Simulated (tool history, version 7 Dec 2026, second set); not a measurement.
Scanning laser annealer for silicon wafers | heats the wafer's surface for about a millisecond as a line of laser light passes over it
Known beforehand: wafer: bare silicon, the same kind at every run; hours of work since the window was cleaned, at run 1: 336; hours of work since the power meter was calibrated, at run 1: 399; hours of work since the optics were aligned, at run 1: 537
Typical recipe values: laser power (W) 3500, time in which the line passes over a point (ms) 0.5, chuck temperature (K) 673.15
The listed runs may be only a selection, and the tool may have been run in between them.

run	hour	laser power (W)	time in which the line passes over a point (ms)	chuck temperature (K)	hours of work since the window was cleaned	hours of work since the power meter was calibrated	hours of work since the optics were aligned	highest temperature of the surface (K)
1	0	3500	0.5	673.15	336	399	537	1435.15
2	32.6	3500	0.5	673.15	357	420	558	1429.15
3	83.7	3500	0.5	703.15	390	452	590	1459.15
4	120.9	3500	0.5	673.15	413	476	614	1429.15
5	189.6	3500	0.5	673.15	457	520	657	1425.15
6	224.8	3822	0.5	673.15	479	542	680	1514.15
7	260.9	3500	0.5	673.15	502	565	703	1417.15
8	324.5	3500	0.5	673.15	543	606	743	1414.15
9	400.8	3500	0.5	685.15	591	654	792	1418.15
10	450.8	3500	0.367	685.15	623	686	823	1312.15
11	526.7	3500	0.5	673.15	671	734	872	1403.15
12	604.5	3500	0.5	673.15	720	783	921	1399.15
# hour 636.2: window over the wafer cleaned
13	645.1	3500	0.5	673.15	6	808	945	1372.15
14	725	3500	0.5	673.15	56	859	996	1367.15
15	758	3500	0.5	673.15	77	880	1017	1367.15
16	820.3	3500	0.5	673.15	117	919	1057	1363.15
17	871.4	3078	0.5	673.15	149	952	1089	1250.15
# hour 929.9: optics aligned, line set to its width
18	939.5	3500	0.5	711.15	190	992	6	1419.15
19	986.2	3500	0.5	673.15	219	1022	36	1375.15
20	1065.2	3500	0.5	673.15	269	1072	86	1372.15
# hour 1122.1: window over the wafer cleaned, once more
21	1140.8	3696	0.388	663.15	12	1119	133	1421.15
22	1187.9	3108	0.386	663.15	42	1148	163	1258.15
23	1239.4	3803	0.5	666.15	74	1181	195	1549.15
24	1274.6	3542	0.477	673.15	97	1204	218	1453.15
25	1350.1	3645	0.516	671.15	145	1252	266	1517.15
26	1383.6	3600	0.437	686.15	166	1273	287	1445.15
27	1438.9	3189	0.426	673.15	201	1308	322	1309.15
28	1493.4	3136	0.501	678.15	236	1343	357	1348.15
29	1570.5	3569	0.601	656.15	285	1391	406	1528.15
30	1619.1	3111	0.491	637.15	316	1422	437	1290.15
31	1678.5	3111	0.491	637.15	353	1460	474	1285.15
32	1741	3500	0.374	673.15	393	1500	514	1332.15
33	1787.9	3680	0.495	701.15	423	1530	544	1510.15
34	1866	3335	0.523	700.15	473	1579	594	1425.15
35	1920.2	3505	0.523	702.15	507	1614	628	1472.15
36	1960	3249	0.401	702.15	532	1639	653	1310.15
37	2040.2	3500	0.387	673.15	583	1690	704	1327.15
38	2112.6	3500	0.387	673.15	629	1736	750	1321.15
39	2179.4	3395	0.383	673.15	672	1778	793	1289.15
40	2212	3053	0.366	655.15	692	1799	813	1176.15

Measured minus without-hidden-state, run by run (identical run-to-run variation in each term; gauge scatter may differ):
What the log doesn't record here: light that passes the window, % of a clean one's; laser's true power over the reading, %; width of the line over the set one, %; drift of the gauge itself on peak_c, C.
run	highest temperature of the surface (K)
1	-40
2	-42
3	-46
4	-48
5	-52
6	-60
7	-56
8	-60
9	-65
10	-58
11	-73
12	-77
13	-100
14	-106
15	-107
16	-111
17	-96
18	-95
19	-98
20	-102
21	-1
22	-4
23	-9
24	-10
25	-15
26	-16
27	-17
28	-20
29	-32
30	-26
31	-29
32	-34
33	-44
34	-43
35	-51
36	-42
37	-51
38	-54
39	-55
40	-48

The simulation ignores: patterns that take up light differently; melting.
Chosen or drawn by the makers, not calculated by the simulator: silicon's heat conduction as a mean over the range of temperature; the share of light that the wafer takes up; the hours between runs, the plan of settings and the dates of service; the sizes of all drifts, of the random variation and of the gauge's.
